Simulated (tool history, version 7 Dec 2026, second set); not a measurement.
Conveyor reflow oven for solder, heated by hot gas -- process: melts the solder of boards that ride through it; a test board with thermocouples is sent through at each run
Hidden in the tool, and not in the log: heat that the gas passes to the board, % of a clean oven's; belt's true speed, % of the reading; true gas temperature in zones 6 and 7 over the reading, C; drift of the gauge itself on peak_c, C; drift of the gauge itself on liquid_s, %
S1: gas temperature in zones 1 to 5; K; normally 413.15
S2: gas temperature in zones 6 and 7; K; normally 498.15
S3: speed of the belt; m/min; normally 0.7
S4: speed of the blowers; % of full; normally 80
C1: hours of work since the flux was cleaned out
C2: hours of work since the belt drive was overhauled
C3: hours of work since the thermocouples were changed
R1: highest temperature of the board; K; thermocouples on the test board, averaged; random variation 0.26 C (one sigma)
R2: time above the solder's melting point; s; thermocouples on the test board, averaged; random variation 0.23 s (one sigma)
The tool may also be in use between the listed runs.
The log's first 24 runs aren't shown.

run 25 hour=203.8 | S1=409.15 S2=498.15 S3=0.624 S4=74 | C1=94 C2=202 C3=454 | R1=487.85 R2=42.5
run 26 hour=208.6 | S1=409.15 S2=498.15 S3=0.624 S4=74 | C1=96 C2=204 C3=456 | R1=487.75 R2=42.7
run 27 hour=219.3 | S1=413.15 S2=498.15 S3=0.666 S4=80 | C1=102 C2=209 C3=462 | R1=487.25 R2=40.2
run 28 hour=226.2 | S1=413.15 S2=498.15 S3=0.666 S4=80 | C1=105 C2=213 C3=465 | R1=487.95 R2=40.7
run 29 hour=235.5 | S1=413.15 S2=498.15 S3=0.666 S4=80 | C1=110 C2=217 C3=470 | R1=488.15 R2=40.6
run 30 hour=243.2 | S1=426.15 S2=498.15 S3=0.666 S4=76 | C1=114 C2=221 C3=474 | R1=489.25 R2=44.5
run 31 hour=254.7 | S1=426.15 S2=498.15 S3=0.666 S4=76 | C1=119 C2=227 C3=479 | R1=488.95 R2=44.7
run 32 hour=265.2 | S1=426.15 S2=498.15 S3=0.666 S4=76 | C1=124 C2=232 C3=484 | R1=488.95 R2=44.8

Below are 3 alternative next runs, each starting from the tool's condition after run 32. Predict each:
run A hour=270.8 | S1=410.15 S2=498.15 S3=0.7 S4=80 | C1=127 C2=235 C3=487 | R1=? R2=?
run B hour=270.8 | S1=426.15 S2=498.15 S3=0.736 S4=76 | C1=127 C2=235 C3=487 | R1=? R2=?
run C hour=270.8 | S1=413.15 S2=507.15 S3=0.789 S4=73 | C1=127 C2=235 C3=487 | R1=? R2=?

run=A R1=486.05 R2=36.6
run=B R1=486.45 R2=39.2
run=C R1=489.55 R2=33.7
Stripped of hidden state, with their random variation kept, the same runs would have yielded:
run=A R1=485.95 R2=36.6
run=B R1=486.45 R2=39.1
run=C R1=489.55 R2=33.7
